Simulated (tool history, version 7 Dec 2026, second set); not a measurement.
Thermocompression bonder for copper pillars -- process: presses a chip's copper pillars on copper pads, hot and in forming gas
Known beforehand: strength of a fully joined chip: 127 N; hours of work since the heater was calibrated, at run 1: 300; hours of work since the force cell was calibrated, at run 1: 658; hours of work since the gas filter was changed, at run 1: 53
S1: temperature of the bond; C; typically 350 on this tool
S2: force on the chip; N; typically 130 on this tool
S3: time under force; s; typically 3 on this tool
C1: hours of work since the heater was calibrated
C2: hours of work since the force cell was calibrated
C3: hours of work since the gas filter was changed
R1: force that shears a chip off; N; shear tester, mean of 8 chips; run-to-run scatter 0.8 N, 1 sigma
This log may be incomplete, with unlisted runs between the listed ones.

Run 1, hour 0.0: usual settings; C1 300; C2 658; C3 53. Result: R1 54.7 N.
Run 2, hour 73.8: usual settings but S1 357 C; C1 333; C2 691; C3 85. Result: R1 57.7 N.
Run 3, hour 126.7: usual settings but S1 357 C; C1 356; C2 714; C3 108. Result: R1 56.4 N.
At hour 131.5: forming gas filter changed.
Run 4, hour 212.2: usual settings but S1 357 C; C1 394; C2 751; C3 36. Result: R1 59.1 N.
Run 5, hour 259.7: usual settings but S1 357 C; C1 414; C2 772; C3 56. Result: R1 59.4 N.
Run 6, hour 326.8: usual settings; C1 444; C2 802; C3 86. Result: R1 52.9 N.
Run 7, hour 368.3: usual settings but S3 8 s; C1 462; C2 820; C3 104. Result: R1 70.2 N.
At hour 388.9: forming gas filter changed.
Run 8, hour 413.1: usual settings but S1 337 C, S3 8 s; C1 482; C2 840; C3 11. Result: R1 71.7 N.
Run 9, hour 467.7: usual settings but S1 337 C; C1 506; C2 864; C3 35. Result: R1 47.7 N.
Run 10, hour 562.0: usual settings but S1 337 C; C1 547; C2 905; C3 76. Result: R1 45.1 N.
At hour 570.6: heater calibrated with a thermocouple chip.
Run 11, hour 630.4: usual settings but S1 337 C; C1 26; C2 934; C3 106. Result: R1 42.3 N.
At hour 644.6: forming gas filter changed.
Run 12, hour 713.4: usual settings but S1 337 C; C1 63; C2 971; C3 30. Result: R1 46.1 N.
At hour 757.1: force cell calibrated.
Run 13, hour 778.3: usual settings but S1 337 C, S2 153 N, S3 6 s; C1 91; C2 9; C3 58. Result: R1 63.9 N.
Run 14, hour 835.3: usual settings but S1 337 C, S2 153 N, S3 6 s; C1 116; C2 34; C3 83. Result: R1 63.1 N.
At hour 896.9: forming gas filter changed.
Run 15, hour 900.9: usual settings but S1 342 C, S2 149 N, S3 4 s; C1 144; C2 63; C3 2. Result: R1 61.5 N.
At hour 909.9: heater calibrated with a thermocouple chip, once more.
Run 16, hour 990.7: usual settings but S1 359 C, S2 106 N, S3 2 s; C1 36; C2 102; C3 40. Result: R1 52.3 N.
Run 17, hour 1087.1: usual settings but S1 359 C, S2 97 N, S3 8 s; C1 78; C2 144; C3 83. Result: R1 74.9 N.
At hour 1155.6: forming gas filter changed.
Run 18, hour 1176.2: usual settings but S1 359 C, S2 97 N, S3 8 s; C1 117; C2 183; C3 9. Result: R1 80.4 N.
Run 19, hour 1258.0: usual settings but S1 325 C, S2 104 N, S3 5 s; C1 153; C2 219; C3 45. Result: R1 47.7 N.

What if the next run were any one of these 3? Each begins from the tool's condition after run 19:
Run A, hour 1312.7: usual settings but S1 325 C, S2 104 N; C1 177; C2 243; C3 69. Result: R1 ?.
Run B, hour 1312.7: usual settings but S1 353 C, S2 184 N, S3 2 s; C1 177; C2 243; C3 69. Result: R1 ?.
Run C, hour 1312.7: usual settings but S1 359 C, S2 90 N, S3 6 s; C1 177; C2 243; C3 69. Result: R1 ?.

run    R1
  A  37.3
  B  59.0
  C  66.6
With no hidden state in the tool, these same runs would have given:
run    R1
  A  42.0
  B  65.8
  C  74.1
